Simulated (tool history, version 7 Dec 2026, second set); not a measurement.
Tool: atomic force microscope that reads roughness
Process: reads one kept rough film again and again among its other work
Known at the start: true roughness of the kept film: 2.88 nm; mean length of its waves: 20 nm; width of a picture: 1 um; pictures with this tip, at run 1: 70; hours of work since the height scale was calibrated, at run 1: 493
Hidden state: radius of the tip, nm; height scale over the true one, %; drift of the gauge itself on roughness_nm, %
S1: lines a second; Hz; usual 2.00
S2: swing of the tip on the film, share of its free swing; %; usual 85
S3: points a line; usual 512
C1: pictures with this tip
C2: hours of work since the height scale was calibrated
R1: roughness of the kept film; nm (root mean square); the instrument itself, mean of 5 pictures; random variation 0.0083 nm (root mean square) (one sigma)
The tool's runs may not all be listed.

run,hour,S1,S2,S3,C1,C2,R1
1,0.0,2.00,85,512,70,493,1.174
# hour 24.1: new tip fitted
2,30.8,1.03,85,512,11,512,1.845
3,46.8,2.00,65,512,37,522,1.621
4,67.9,2.00,65,512,71,536,1.322
5,87.2,2.00,66,512,102,548,1.107
# hour 89.8: new tip fitted
6,106.4,2.00,66,512,27,560,1.686
7,127.8,2.00,85,675,62,574,1.201
8,149.0,2.00,85,675,96,587,1.041
# hour 156.1: new tip fitted
9,178.3,2.00,63,675,36,606,1.612
10,211.4,0.59,85,512,89,627,1.211
# hour 223.0: new tip fitted
11,228.9,0.59,67,512,10,638,2.032
12,248.2,0.59,67,512,41,650,1.660
13,268.8,2.00,85,512,74,663,1.136
# hour 288.8: new tip fitted
14,297.7,2.01,85,512,14,681,1.595
15,325.7,2.01,85,512,59,699,1.200
# hour 355.0: new tip fitted
16,355.6,2.00,71,512,1,718,1.975
17,371.0,2.00,71,512,26,728,1.572
18,394.2,2.00,71,512,63,743,1.274
19,418.7,2.00,71,512,103,758,1.053
# hour 420.8: new tip fitted
20,454.7,2.00,71,512,55,781,1.411
# hour 487.3: new tip fitted
21,487.6,2.00,71,512,0,802,2.000
22,512.4,0.72,85,512,40,818,1.614
23,537.4,0.72,85,512,81,834,1.263
# hour 552.8: new tip fitted
24,571.7,0.72,85,512,30,855,1.655
25,603.3,0.72,85,512,82,876,1.237
# hour 620.0: new tip fitted
26,639.5,0.72,85,852,31,898,1.642
27,658.2,2.00,85,512,61,910,1.177
# hour 684.9: new tip fitted
28,688.5,2.00,85,711,6,929,1.721
29,713.6,1.04,85,579,46,945,1.437
30,733.7,1.04,69,583,79,958,1.263
# hour 751.5: new tip fitted
31,770.8,2.00,81,386,31,982,1.491
32,807.1,3.29,67,386,89,1005,1.122
# hour 818.3: new tip fitted
33,843.8,3.29,67,386,41,1028,1.477
34,865.6,2.00,63,373,76,1042,1.290
# hour 885.0: new tip fitted
35,900.5,2.00,63,388,25,1064,1.697
36,934.9,3.14,85,526,80,1086,0.975
# hour 951.8: new tip fitted
37,965.0,3.14,85,526,21,1105,1.393
38,993.0,3.14,85,501,66,1123,1.062
# hour 1018.3: new tip fitted
39,1018.3,0.71,81,501,0,1139,2.095
40,1041.3,3.58,82,429,38,1153,1.245
41,1077.0,2.26,67,751,95,1176,1.168
# hour 1084.7: new tip fitted
42,1109.9,2.26,59,674,41,1197,1.589
43,1129.1,2.26,59,481,72,1209,1.316
# hour 1150.9: new tip fitted
44,1167.3,0.62,57,405,27,1233,1.840
45,1185.0,0.62,75,405,55,1245,1.496
# hour 1217.5: new tip fitted
46,1218.1,0.62,75,405,1,1265,2.044
47,1254.4,0.62,75,405,60,1289,1.373
# hour 1284.6: new tip fitted
48,1289.4,0.62,75,405,7,1311,2.036
49,1317.1,2.00,73,512,52,1328,1.399
50,1346.2,1.58,78,985,99,1347,1.099
# hour 1351.8: new tip fitted
51,1364.3,1.58,78,985,21,1358,1.735
52,1390.8,1.01,61,344,63,1375,1.454
# hour 1419.5: new tip fitted
53,1429.0,1.30,88,409,15,1399,1.651

Hidden state or all else? Some run-to-run changes of R1, split into what the settings, what came in and random variation would give without the hidden state, and what is left for the hidden state (with any gauge scatter that isn't in both results):
Run 10 -> 11: S2 85 -> 67, new tip fitted. R1 +0.821 nm (root mean square): hidden state +0.732, all else +0.089.
Run 38 -> 39: S1 3.14 -> 0.71, S2 85 -> 81, new tip fitted. R1 +1.033 nm (root mean square): hidden state +0.568, all else +0.465.
Run 39 -> 40: S1 0.71 -> 3.58, S2 81 -> 82, S3 501 -> 429. R1 -0.850 nm (root mean square): hidden state -0.394, all else -0.456.
Run 46 -> 47: no setting changed, nothing entered. R1 -0.671 nm (root mean square): hidden state -0.648, all else -0.023.
Run 47 -> 48: new tip fitted. R1 +0.663 nm (root mean square): hidden state +0.642, all else +0.021.
